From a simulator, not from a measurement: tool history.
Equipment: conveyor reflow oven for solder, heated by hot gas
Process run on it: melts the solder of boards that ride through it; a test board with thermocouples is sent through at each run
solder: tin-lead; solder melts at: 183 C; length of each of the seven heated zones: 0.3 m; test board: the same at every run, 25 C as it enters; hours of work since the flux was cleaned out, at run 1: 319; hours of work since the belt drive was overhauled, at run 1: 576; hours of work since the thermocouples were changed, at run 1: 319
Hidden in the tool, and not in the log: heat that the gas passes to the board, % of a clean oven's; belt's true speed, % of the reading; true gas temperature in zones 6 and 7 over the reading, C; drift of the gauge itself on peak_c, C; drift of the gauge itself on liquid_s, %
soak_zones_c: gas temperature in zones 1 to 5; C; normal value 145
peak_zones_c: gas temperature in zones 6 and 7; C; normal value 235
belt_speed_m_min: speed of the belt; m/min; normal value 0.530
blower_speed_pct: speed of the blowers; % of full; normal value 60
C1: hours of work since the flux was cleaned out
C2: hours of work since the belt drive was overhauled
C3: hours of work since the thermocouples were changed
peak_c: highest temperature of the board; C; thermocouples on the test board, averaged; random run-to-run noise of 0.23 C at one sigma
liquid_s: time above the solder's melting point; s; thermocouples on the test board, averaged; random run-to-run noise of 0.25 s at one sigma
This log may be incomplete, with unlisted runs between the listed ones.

run 1 hour=0.0 | soak_zones_c=145 peak_zones_c=235 belt_speed_m_min=0.530 blower_speed_pct=60 | C1=319 C2=576 C3=319 | peak_c=212.4 liquid_s=48.0
run 2 hour=23.3 | soak_zones_c=145 peak_zones_c=232 belt_speed_m_min=0.530 blower_speed_pct=60 | C1=337 C2=594 C3=337 | peak_c=209.7 liquid_s=46.0
run 3 hour=44.3 | soak_zones_c=145 peak_zones_c=232 belt_speed_m_min=0.530 blower_speed_pct=60 | C1=353 C2=611 C3=353 | peak_c=209.9 liquid_s=46.0
run 4 hour=65.2 | soak_zones_c=145 peak_zones_c=235 belt_speed_m_min=0.530 blower_speed_pct=60 | C1=370 C2=627 C3=370 | peak_c=212.2 liquid_s=47.9
run 5 hour=83.9 | soak_zones_c=145 peak_zones_c=235 belt_speed_m_min=0.530 blower_speed_pct=60 | C1=384 C2=642 C3=384 | peak_c=212.2 liquid_s=47.8
run 6 hour=114.5 | soak_zones_c=145 peak_zones_c=235 belt_speed_m_min=0.530 blower_speed_pct=60 | C1=408 C2=666 C3=408 | peak_c=212.5 liquid_s=48.5
run 7 hour=136.7 | soak_zones_c=145 peak_zones_c=235 belt_speed_m_min=0.530 blower_speed_pct=60 | C1=426 C2=683 C3=426 | peak_c=212.3 liquid_s=47.5
run 8 hour=162.0 | soak_zones_c=145 peak_zones_c=235 belt_speed_m_min=0.530 blower_speed_pct=60 | C1=446 C2=703 C3=446 | peak_c=212.2 liquid_s=47.7
run 9 hour=183.3 | soak_zones_c=145 peak_zones_c=235 belt_speed_m_min=0.530 blower_speed_pct=60 | C1=462 C2=720 C3=462 | peak_c=212.1 liquid_s=47.7
run 10 hour=197.0 | soak_zones_c=145 peak_zones_c=235 belt_speed_m_min=0.508 blower_speed_pct=60 | C1=473 C2=730 C3=473 | peak_c=213.4 liquid_s=51.7
run 11 hour=217.3 | soak_zones_c=145 peak_zones_c=231 belt_speed_m_min=0.530 blower_speed_pct=60 | C1=489 C2=746 C3=489 | peak_c=208.8 liquid_s=45.0
-- hour=231.3 flux residue cleaned out of gas plates and filters
-- hour=240.5 thermocouples of zones 6 and 7 changed
run 12 hour=248.4 | soak_zones_c=145 peak_zones_c=231 belt_speed_m_min=0.530 blower_speed_pct=60 | C1=12 C2=765 C3=6 | peak_c=208.7 liquid_s=45.3
-- hour=261.6 belt drive overhauled, speed set with a stopwatch
run 13 hour=272.4 | soak_zones_c=145 peak_zones_c=231 belt_speed_m_min=0.530 blower_speed_pct=60 | C1=27 C2=9 C3=22 | peak_c=208.9 liquid_s=45.2
run 14 hour=290.1 | soak_zones_c=132 peak_zones_c=235 belt_speed_m_min=0.530 blower_speed_pct=60 | C1=41 C2=22 C3=36 | peak_c=209.0 liquid_s=41.4
run 15 hour=322.4 | soak_zones_c=132 peak_zones_c=235 belt_speed_m_min=0.530 blower_speed_pct=60 | C1=67 C2=48 C3=61 | peak_c=209.0 liquid_s=41.0
run 16 hour=350.4 | soak_zones_c=132 peak_zones_c=235 belt_speed_m_min=0.530 blower_speed_pct=60 | C1=89 C2=70 C3=83 | peak_c=209.1 liquid_s=40.9
run 17 hour=371.5 | soak_zones_c=145 peak_zones_c=237 belt_speed_m_min=0.496 blower_speed_pct=60 | C1=105 C2=86 C3=99 | peak_c=216.3 liquid_s=55.0
run 18 hour=392.4 | soak_zones_c=136 peak_zones_c=235 belt_speed_m_min=0.530 blower_speed_pct=67 | C1=121 C2=102 C3=116 | peak_c=212.2 liquid_s=45.3
run 19 hour=418.7 | soak_zones_c=136 peak_zones_c=235 belt_speed_m_min=0.530 blower_speed_pct=67 | C1=142 C2=123 C3=136 | peak_c=212.6 liquid_s=44.9
run 20 hour=443.2 | soak_zones_c=136 peak_zones_c=235 belt_speed_m_min=0.530 blower_speed_pct=67 | C1=161 C2=142 C3=156 | peak_c=212.0 liquid_s=45.4
run 21 hour=474.2 | soak_zones_c=145 peak_zones_c=235 belt_speed_m_min=0.434 blower_speed_pct=86 | C1=185 C2=166 C3=180 | peak_c=224.1 liquid_s=70.6
run 22 hour=500.4 | soak_zones_c=135 peak_zones_c=235 belt_speed_m_min=0.587 blower_speed_pct=86 | C1=206 C2=187 C3=200 | peak_c=213.0 liquid_s=40.9
run 23 hour=531.9 | soak_zones_c=135 peak_zones_c=235 belt_speed_m_min=0.587 blower_speed_pct=86 | C1=231 C2=212 C3=225 | peak_c=213.1 liquid_s=41.3
run 24 hour=549.5 | soak_zones_c=135 peak_zones_c=235 belt_speed_m_min=0.587 blower_speed_pct=86 | C1=244 C2=225 C3=239 | peak_c=213.3 liquid_s=41.7
run 25 hour=577.9 | soak_zones_c=135 peak_zones_c=235 belt_speed_m_min=0.527 blower_speed_pct=86 | C1=267 C2=248 C3=261 | peak_c=216.7 liquid_s=49.7
run 26 hour=607.2 | soak_zones_c=135 peak_zones_c=235 belt_speed_m_min=0.527 blower_speed_pct=86 | C1=290 C2=271 C3=284 | peak_c=217.2 liquid_s=49.7
run 27 hour=623.7 | soak_zones_c=133 peak_zones_c=235 belt_speed_m_min=0.499 blower_speed_pct=60 | C1=302 C2=283 C3=297 | peak_c=211.5 liquid_s=46.8
run 28 hour=649.3 | soak_zones_c=133 peak_zones_c=229 belt_speed_m_min=0.523 blower_speed_pct=60 | C1=322 C2=303 C3=317 | peak_c=205.1 liquid_s=38.2
run 29 hour=665.0 | soak_zones_c=133 peak_zones_c=229 belt_speed_m_min=0.523 blower_speed_pct=60 | C1=335 C2=316 C3=329 | peak_c=204.6 liquid_s=37.9
run 30 hour=693.5 | soak_zones_c=146 peak_zones_c=231 belt_speed_m_min=0.523 blower_speed_pct=87 | C1=357 C2=338 C3=352 | peak_c=215.5 liquid_s=53.2
run 31 hour=710.4 | soak_zones_c=139 peak_zones_c=231 belt_speed_m_min=0.523 blower_speed_pct=87 | C1=370 C2=351 C3=365 | peak_c=214.4 liquid_s=49.7

What differs in the tool's unlogged condition from the final listed run ahead of each entry between runs to the first listed run following it?
In the gap between runs 11 and 12: flux residue cleaned out of gas plates and filters (hour 231.3); thermocouples of zones 6 and 7 changed (hour 240.5)
  heat that the gas passes to the board, % of a clean oven's: 99.7 -> 100; true gas temperature in zones 6 and 7 over the reading, C: 0.02 -> 0
In the gap between runs 12 and 13: belt drive overhauled, speed set with a stopwatch (hour 261.6)
  belt's true speed, % of the reading: 99.98 -> 100
